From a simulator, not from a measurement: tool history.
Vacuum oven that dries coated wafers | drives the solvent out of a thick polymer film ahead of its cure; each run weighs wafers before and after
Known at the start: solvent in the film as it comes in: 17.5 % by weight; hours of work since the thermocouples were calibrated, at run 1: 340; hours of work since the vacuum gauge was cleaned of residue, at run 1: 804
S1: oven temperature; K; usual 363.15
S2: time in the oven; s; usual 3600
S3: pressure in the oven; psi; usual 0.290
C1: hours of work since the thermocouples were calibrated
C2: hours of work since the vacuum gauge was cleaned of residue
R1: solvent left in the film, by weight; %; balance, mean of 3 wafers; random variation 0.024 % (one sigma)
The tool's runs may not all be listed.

run 1 hour=0.0 | S1=363.15 S2=3600 S3=0.290 | C1=340 C2=804 | R1=6.39
run 2 hour=12.9 | S1=363.15 S2=3600 S3=0.290 | C1=349 C2=813 | R1=6.33
run 3 hour=24.8 | S1=363.15 S2=3600 S3=0.290 | C1=357 C2=821 | R1=6.31
run 4 hour=35.8 | S1=363.15 S2=3600 S3=0.290 | C1=364 C2=829 | R1=6.38
run 5 hour=52.0 | S1=363.15 S2=3600 S3=0.290 | C1=376 C2=840 | R1=6.41
run 6 hour=59.4 | S1=363.15 S2=3600 S3=0.290 | C1=381 C2=845 | R1=6.36
run 7 hour=68.6 | S1=364.15 S2=3600 S3=0.290 | C1=387 C2=852 | R1=6.09
run 8 hour=78.5 | S1=363.15 S2=3600 S3=0.290 | C1=394 C2=859 | R1=6.40
run 9 hour=92.7 | S1=363.15 S2=3600 S3=0.290 | C1=404 C2=868 | R1=6.41
run 10 hour=110.5 | S1=363.15 S2=3600 S3=0.290 | C1=416 C2=881 | R1=6.37
run 11 hour=127.9 | S1=363.15 S2=3600 S3=0.290 | C1=428 C2=893 | R1=6.38
run 12 hour=140.6 | S1=363.15 S2=3600 S3=0.290 | C1=437 C2=901 | R1=6.40
run 13 hour=158.4 | S1=363.15 S2=3600 S3=0.290 | C1=449 C2=914 | R1=6.36
run 14 hour=174.7 | S1=363.15 S2=3600 S3=0.290 | C1=460 C2=925 | R1=6.37
run 15 hour=186.0 | S1=363.15 S2=3600 S3=0.151 | C1=468 C2=933 | R1=5.31
run 16 hour=197.7 | S1=363.15 S2=3600 S3=0.151 | C1=476 C2=941 | R1=5.29
run 17 hour=214.8 | S1=363.15 S2=3600 S3=0.151 | C1=488 C2=953 | R1=5.27
run 18 hour=224.8 | S1=374.15 S2=1980 S3=0.611 | C1=495 C2=960 | R1=7.75

The next listed run, before its measurement:
run 19 hour=233.4 | S1=363.15 S2=1980 S3=0.611 | C1=501 C2=966 | R1=?

Run 19 gave R1 10.84 %.
Without the tool's hidden state the same run would have given R1 10.66 %.
